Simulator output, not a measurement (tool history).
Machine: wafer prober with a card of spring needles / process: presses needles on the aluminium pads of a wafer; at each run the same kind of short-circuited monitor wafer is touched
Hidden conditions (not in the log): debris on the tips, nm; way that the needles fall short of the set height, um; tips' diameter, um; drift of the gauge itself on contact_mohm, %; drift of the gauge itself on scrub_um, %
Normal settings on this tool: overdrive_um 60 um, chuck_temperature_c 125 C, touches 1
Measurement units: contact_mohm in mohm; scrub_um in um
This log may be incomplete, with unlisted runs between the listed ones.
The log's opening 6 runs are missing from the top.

run,hour,overdrive_um,chuck_temperature_c,touches,touches since the tips were cleaned,cleanings since the card got new needles,touches since the first contact's height was set,contact_mohm,scrub_um
# hour 60.9: tips cleaned on abrasive film
7,63.3,60,125,1,1070,29,84179,189,14.76
# hour 67.6: tips cleaned on abrasive film
8,72,60,125,1,2009,30,88093,185,14.5
# hour 74.4: tips cleaned on abrasive film
9,79.5,60,125,1,2313,31,91441,189,14.7
# hour 80.7: tips cleaned on abrasive film
# hour 86.8: tips cleaned on abrasive film
# hour 92.6: tips cleaned on abrasive film
10,94.6,60,125,1,897,34,98112,185,14.5
# hour 99.3: tips cleaned on abrasive film
11,101.8,60,125,1,1137,35,101326,187,15.04
# hour 105.1: tips cleaned on abrasive film
# hour 111.6: tips cleaned on abrasive film
12,115,60,50,1,1550,37,107209,170,14.71
# hour 117.5: tips cleaned on abrasive film
13,122,60,125,1,2069,38,110337,186,14.73
# hour 123.3: tips cleaned on abrasive film
# hour 129.7: tips cleaned on abrasive film
14,133.6,73,125,1,1721,40,115460,185,17.99
# hour 135.7: tips cleaned on abrasive film
# hour 142.5: tips cleaned on abrasive film
15,146.5,73,125,1,1791,42,121226,184,17.83
# hour 148.6: tips cleaned on abrasive film
# hour 155: tips cleaned on abrasive film
16,158.7,73,125,1,1706,44,126668,183,17.61
# hour 161.1: tips cleaned on abrasive film
17,165.5,73,125,1,1996,45,129686,185,17.62
# hour 166.9: tips cleaned on abrasive film
# hour 173: tips cleaned on abrasive film
# hour 178.7: tips cleaned on abrasive film
18,179.4,60,56,3,276,48,135813,174,14.49
# hour 184.6: tips cleaned on abrasive film
# hour 191.1: tips cleaned on abrasive film
19,194.4,49,98,3,1479,50,142514,182,11.84
# hour 197.6: tips cleaned on abrasive film
# hour 204.3: tips cleaned on abrasive film
20,208.9,54,28,1,2095,52,148985,168,13.16
# hour 210.4: tips cleaned on abrasive film
# hour 217.3: tips cleaned on abrasive film
21,220.9,71,25,3,1604,54,154319,168,17.87
# hour 223.1: tips cleaned on abrasive film
# hour 229: tips cleaned on abrasive film
22,229.1,54,30,1,45,56,157939,167,13.27
# hour 234.9: tips cleaned on abrasive film
# hour 240.6: tips cleaned on abrasive film
23,242.9,54,30,1,1010,58,164085,169,13.22
# hour 247.3: tips cleaned on abrasive film
# hour 254.2: tips cleaned on abrasive film
24,258.2,54,30,1,1820,60,170941,169,13.19
# hour 260.4: tips cleaned on abrasive film
# hour 266.8: tips cleaned on abrasive film
25,270.8,54,80,2,1807,62,176551,176,13.28
# hour 273.4: tips cleaned on abrasive film
# hour 279.4: tips cleaned on abrasive film
26,280.1,64,42,1,309,64,180657,169,15.58
# hour 286: tips cleaned on abrasive film
27,288.6,60,125,2,1185,65,184452,186,14.62
# hour 292: tips cleaned on abrasive film
# hour 298.9: tips cleaned on abrasive film
28,301.4,60,125,2,1134,67,190149,186,14.91
# hour 304.7: tips cleaned on abrasive film
# hour 310.9: tips cleaned on abrasive film
# hour 316.9: tips cleaned on abrasive film
29,316.9,60,36,1,0,70,197036,169,14.81
# hour 323.4: tips cleaned on abrasive film
30,323.4,66,94,1,0,71,199911,181,16.01
# hour 329.8: tips cleaned on abrasive film
31,330.6,65,125,1,350,72,203113,188,15.73

Predict each of these 3 candidate next runs independently; none follows another, all start after run 31:
# hour 336.2: tips cleaned on abrasive film
A,341.2,59,30,1,2257,73,207885,?,?
# hour 336.2: tips cleaned on abrasive film
B,341.2,60,25,3,2257,73,207885,?,?
# hour 336.2: tips cleaned on abrasive film
C,341.2,51,53,2,2257,73,207885,?,?

run,contact_mohm,scrub_um
A,168,14.49
B,169,14.84
C,174,12.49
With no hidden state in the tool, these same runs would have given:
run,contact_mohm,scrub_um
A,167,14.5
B,169,14.85
C,173,12.5

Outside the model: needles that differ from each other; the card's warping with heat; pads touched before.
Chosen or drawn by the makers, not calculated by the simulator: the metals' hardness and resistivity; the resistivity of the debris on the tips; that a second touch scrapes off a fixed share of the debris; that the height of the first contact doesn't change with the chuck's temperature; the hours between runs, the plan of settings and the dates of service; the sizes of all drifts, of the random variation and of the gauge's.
